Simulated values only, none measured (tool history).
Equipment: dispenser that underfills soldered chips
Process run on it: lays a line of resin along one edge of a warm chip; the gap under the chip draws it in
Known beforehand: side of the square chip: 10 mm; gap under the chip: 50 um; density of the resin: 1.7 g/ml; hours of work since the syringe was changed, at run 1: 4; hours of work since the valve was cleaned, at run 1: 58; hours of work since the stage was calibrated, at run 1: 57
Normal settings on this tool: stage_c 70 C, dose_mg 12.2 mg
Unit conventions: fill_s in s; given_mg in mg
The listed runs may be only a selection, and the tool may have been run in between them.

run   hour  stage_c  dose_mg  hours of work since the syringe was changed  hours of work since the valve was cleaned  hours of work since the stage was calibrated  fill_s  given_mg
  1      0       70     12.2                                            4                                         58                                            57   140.9     11.73
       6.1  -- new syringe of resin
  2   13.7       70     13.9                                            5                                         67                                            66   151.5     13.37
      17.5  -- new syringe of resin
  3   23.6       70     13.9                                            4                                         74                                            73   146.1      13.1
      28.9  -- new syringe of resin
  4   35.6       70     13.9                                            5                                         82                                            81   147.3      13.3
      39.8  -- new syringe of resin
  5   41.5       70     14.2                                            1                                         86                                            84   112.9     13.23
      51.1  -- new syringe of resin
  6   51.9       70     14.2                                            1                                         93                                            91   112.7     13.33
      62.3  -- new syringe of resin
  7   64.3       70     12.2                                            1                                        101                                           100   124.4     11.31
      73.4  -- new syringe of resin
  8   75.7       70     12.2                                            2                                        109                                           107   124.7     11.19
  9   82.7       72     12.2                                            6                                        114                                           112   167.1     11.25
      84.7  -- new syringe of resin
 10   92.6       72     11.5                                            5                                        120                                           119   152.1     10.47
      96.2  -- new syringe of resin
 11    101       70     12.2                                            3                                        126                                           124   143.8        11
     107.7  -- new syringe of resin
 12  109.8       70     14.9                                            1                                        132                                           130     118     13.55

Run 13, settings as shown, results not yet in. Your forecast:
     116.2  -- dispensing valve cleaned and set on the balance
       120  -- new syringe of resin
 13  124.3       82     12.2                                            3                                          5                                           139       ?         ?

fill_s: 72.6 s
given_mg: 12.2 mg
Minus the tool's unlogged condition, the same run would have read fill_s 56.3 s, given_mg 12.28 mg.
